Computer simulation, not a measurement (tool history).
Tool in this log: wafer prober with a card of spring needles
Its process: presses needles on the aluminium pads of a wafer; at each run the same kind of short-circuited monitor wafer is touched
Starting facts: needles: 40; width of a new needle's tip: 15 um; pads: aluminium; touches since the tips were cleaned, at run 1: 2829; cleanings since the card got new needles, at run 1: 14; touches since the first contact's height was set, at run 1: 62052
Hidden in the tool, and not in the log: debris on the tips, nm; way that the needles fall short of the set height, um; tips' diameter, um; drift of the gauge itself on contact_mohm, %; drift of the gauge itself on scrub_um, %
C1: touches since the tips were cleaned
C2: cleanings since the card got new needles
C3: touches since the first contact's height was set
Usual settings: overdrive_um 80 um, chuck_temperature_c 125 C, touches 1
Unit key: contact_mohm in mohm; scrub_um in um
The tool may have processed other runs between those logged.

{"run": 1, "day": 0.0, "overdrive_um": 80, "chuck_temperature_c": 125, "touches": 1, "C1": 2829, "C2": 14, "C3": 62052, "contact_mohm": 311, "scrub_um": 17.91}
{"day": 0.183, "done": "tips cleaned on abrasive film"}
{"day": 0.867, "done": "tips cleaned on abrasive film"}
{"run": 2, "day": 1.042, "overdrive_um": 62, "chuck_temperature_c": 125, "touches": 1, "C1": 943, "C2": 16, "C3": 67513, "contact_mohm": 307, "scrub_um": 13.81}
{"run": 3, "day": 1.538, "overdrive_um": 62, "chuck_temperature_c": 125, "touches": 1, "C1": 3542, "C2": 16, "C3": 70112, "contact_mohm": 342, "scrub_um": 13.74}
{"day": 1.633, "done": "tips cleaned on abrasive film"}
{"day": 2.388, "done": "tips cleaned on abrasive film"}
{"run": 4, "day": 2.529, "overdrive_um": 62, "chuck_temperature_c": 125, "touches": 1, "C1": 738, "C2": 18, "C3": 75303, "contact_mohm": 303, "scrub_um": 13.73}
{"day": 3.096, "done": "tips cleaned on abrasive film"}
{"run": 5, "day": 3.142, "overdrive_um": 80, "chuck_temperature_c": 125, "touches": 1, "C1": 247, "C2": 19, "C3": 78527, "contact_mohm": 283, "scrub_um": 17.81}
{"day": 3.804, "done": "tips cleaned on abrasive film"}
{"run": 6, "day": 4.192, "overdrive_um": 80, "chuck_temperature_c": 125, "touches": 2, "C1": 2044, "C2": 20, "C3": 84041, "contact_mohm": 296, "scrub_um": 17.78}
{"day": 4.558, "done": "tips cleaned on abrasive film"}
{"run": 7, "day": 4.683, "overdrive_um": 66, "chuck_temperature_c": 125, "touches": 1, "C1": 647, "C2": 21, "C3": 86600, "contact_mohm": 302, "scrub_um": 14.54}
{"day": 5.321, "done": "tips cleaned on abrasive film, once more"}
{"run": 8, "day": 5.742, "overdrive_um": 80, "chuck_temperature_c": 125, "touches": 2, "C1": 2224, "C2": 22, "C3": 92176, "contact_mohm": 300, "scrub_um": 17.62}
{"day": 6.008, "done": "tips cleaned on abrasive film"}
{"run": 9, "day": 6.571, "overdrive_um": 80, "chuck_temperature_c": 125, "touches": 1, "C1": 2954, "C2": 23, "C3": 96521, "contact_mohm": 310, "scrub_um": 17.7}
{"day": 6.775, "done": "tips cleaned on abrasive film"}
{"run": 10, "day": 7.05, "overdrive_um": 80, "chuck_temperature_c": 125, "touches": 1, "C1": 1462, "C2": 24, "C3": 99033, "contact_mohm": 299, "scrub_um": 17.73}
{"day": 7.546, "done": "tips cleaned on abrasive film"}
{"day": 8.229, "done": "tips cleaned on abrasive film"}
{"run": 11, "day": 8.229, "overdrive_um": 80, "chuck_temperature_c": 125, "touches": 3, "C1": 0, "C2": 26, "C3": 105213, "contact_mohm": 285, "scrub_um": 17.66}
{"day": 8.975, "done": "tips cleaned on abrasive film"}
{"run": 12, "day": 9.104, "overdrive_um": 80, "chuck_temperature_c": 125, "touches": 3, "C1": 674, "C2": 27, "C3": 109804, "contact_mohm": 283, "scrub_um": 17.69}
{"day": 9.75, "done": "tips cleaned on abrasive film"}
{"run": 13, "day": 9.754, "overdrive_um": 80, "chuck_temperature_c": 125, "touches": 3, "C1": 22, "C2": 28, "C3": 113213, "contact_mohm": 280, "scrub_um": 17.59}
{"run": 14, "day": 10.288, "overdrive_um": 80, "chuck_temperature_c": 125, "touches": 3, "C1": 2835, "C2": 28, "C3": 116026, "contact_mohm": 295, "scrub_um": 17.59}
{"day": 10.45, "done": "tips cleaned on abrasive film"}
{"run": 15, "day": 10.925, "overdrive_um": 80, "chuck_temperature_c": 125, "touches": 3, "C1": 2503, "C2": 29, "C3": 119370, "contact_mohm": 293, "scrub_um": 17.59}
{"day": 11.2, "done": "tips cleaned on abrasive film"}
{"day": 11.917, "done": "tips cleaned on abrasive film"}
{"run": 16, "day": 12.071, "overdrive_um": 80, "chuck_temperature_c": 125, "touches": 3, "C1": 814, "C2": 31, "C3": 125382, "contact_mohm": 288, "scrub_um": 17.63}
{"day": 12.692, "done": "tips cleaned on abrasive film"}
{"run": 17, "day": 12.812, "overdrive_um": 81, "chuck_temperature_c": 125, "touches": 3, "C1": 625, "C2": 32, "C3": 129252, "contact_mohm": 288, "scrub_um": 17.83}
{"day": 13.454, "done": "tips cleaned on abrasive film"}
{"run": 18, "day": 13.967, "overdrive_um": 62, "chuck_temperature_c": 38, "touches": 2, "C1": 2691, "C2": 33, "C3": 135326, "contact_mohm": 296, "scrub_um": 13.39}
{"day": 14.196, "done": "tips cleaned on abrasive film"}
{"run": 19, "day": 14.488, "overdrive_um": 96, "chuck_temperature_c": 31, "touches": 2, "C1": 1535, "C2": 34, "C3": 138053, "contact_mohm": 264, "scrub_um": 21.18}
{"day": 14.912, "done": "tips cleaned on abrasive film"}
{"run": 20, "day": 15.325, "overdrive_um": 96, "chuck_temperature_c": 110, "touches": 2, "C1": 2180, "C2": 35, "C3": 142460, "contact_mohm": 288, "scrub_um": 21.11}
{"day": 15.6, "done": "tips cleaned on abrasive film"}
{"day": 16.296, "done": "tips cleaned on abrasive film"}
{"run": 21, "day": 16.471, "overdrive_um": 96, "chuck_temperature_c": 110, "touches": 2, "C1": 930, "C2": 37, "C3": 148461, "contact_mohm": 282, "scrub_um": 21.1}
{"day": 17.038, "done": "tips cleaned on abrasive film"}
{"run": 22, "day": 17.542, "overdrive_um": 87, "chuck_temperature_c": 62, "touches": 1, "C1": 2660, "C2": 38, "C3": 154085, "contact_mohm": 294, "scrub_um": 18.99}
{"day": 17.733, "done": "tips cleaned on abrasive film"}
{"run": 23, "day": 18.196, "overdrive_um": 80, "chuck_temperature_c": 37, "touches": 1, "C1": 2432, "C2": 39, "C3": 157508, "contact_mohm": 289, "scrub_um": 17.4}
{"day": 18.417, "done": "tips cleaned on abrasive film"}
{"day": 19.117, "done": "tips cleaned on abrasive film"}
{"run": 24, "day": 19.117, "overdrive_um": 99, "chuck_temperature_c": 110, "touches": 1, "C1": 0, "C2": 41, "C3": 162333, "contact_mohm": 277, "scrub_um": 21.65}
{"day": 19.225, "done": "height of the first contact set anew"}
{"day": 19.862, "done": "tips cleaned on abrasive film"}
{"run": 25, "day": 20.175, "overdrive_um": 69, "chuck_temperature_c": 125, "touches": 3, "C1": 1635, "C2": 42, "C3": 4997, "contact_mohm": 293, "scrub_um": 15.78}
{"day": 20.562, "done": "tips cleaned on abrasive film"}
{"run": 26, "day": 20.658, "overdrive_um": 69, "chuck_temperature_c": 125, "touches": 3, "C1": 513, "C2": 43, "C3": 7533, "contact_mohm": 286, "scrub_um": 15.75}
{"day": 21.283, "done": "tips cleaned on abrasive film"}
{"run": 27, "day": 21.525, "overdrive_um": 69, "chuck_temperature_c": 36, "touches": 1, "C1": 1266, "C2": 44, "C3": 12075, "contact_mohm": 288, "scrub_um": 15.71}
{"day": 22.058, "done": "tips cleaned on abrasive film"}
{"run": 28, "day": 22.525, "overdrive_um": 94, "chuck_temperature_c": 36, "touches": 1, "C1": 2462, "C2": 45, "C3": 17340, "contact_mohm": 281, "scrub_um": 21.37}
{"day": 22.742, "done": "tips cleaned on abrasive film"}
{"run": 29, "day": 23.283, "overdrive_um": 70, "chuck_temperature_c": 125, "touches": 2, "C1": 2853, "C2": 46, "C3": 21306, "contact_mohm": 310, "scrub_um": 15.92}
{"day": 23.425, "done": "tips cleaned on abrasive film"}
{"run": 30, "day": 23.871, "overdrive_um": 70, "chuck_temperature_c": 27, "touches": 3, "C1": 2344, "C2": 47, "C3": 24392, "contact_mohm": 275, "scrub_um": 15.81}
{"day": 24.133, "done": "tips cleaned on abrasive film"}
{"day": 24.871, "done": "tips cleaned on abrasive film"}
{"run": 31, "day": 24.992, "overdrive_um": 90, "chuck_temperature_c": 34, "touches": 2, "C1": 637, "C2": 49, "C3": 30257, "contact_mohm": 262, "scrub_um": 20.35}

Alternative continuations, all from the tool just after run 31; predict every row:
{"day": 25.621, "done": "tips cleaned on abrasive film"}
{"run": "A", "day": 25.625, "overdrive_um": 90, "chuck_temperature_c": 34, "touches": 2, "C1": 20, "C2": 50, "C3": 33591, "contact_mohm": "?", "scrub_um": "?"}
{"day": 25.621, "done": "tips cleaned on abrasive film"}
{"run": "B", "day": 25.625, "overdrive_um": 77, "chuck_temperature_c": 55, "touches": 2, "C1": 20, "C2": 50, "C3": 33591, "contact_mohm": "?", "scrub_um": "?"}
{"day": 25.621, "done": "tips cleaned on abrasive film"}
{"run": "C", "day": 25.625, "overdrive_um": 71, "chuck_temperature_c": 43, "touches": 3, "C1": 20, "C2": 50, "C3": 33591, "contact_mohm": "?", "scrub_um": "?"}
{"day": 25.621, "done": "tips cleaned on abrasive film"}
{"run": "D", "day": 25.625, "overdrive_um": 91, "chuck_temperature_c": 65, "touches": 1, "C1": 20, "C2": 50, "C3": 33591, "contact_mohm": "?", "scrub_um": "?"}

run=A contact_mohm=257 scrub_um=20.31
run=B contact_mohm=268 scrub_um=17.33
run=C contact_mohm=262 scrub_um=15.98
run=D contact_mohm=263 scrub_um=20.59
Without the tool's unlogged condition, the same runs would have read:
run=A contact_mohm=254 scrub_um=20.5
run=B contact_mohm=264 scrub_um=17.52
run=C contact_mohm=259 scrub_um=16.17
run=D contact_mohm=258 scrub_um=20.79
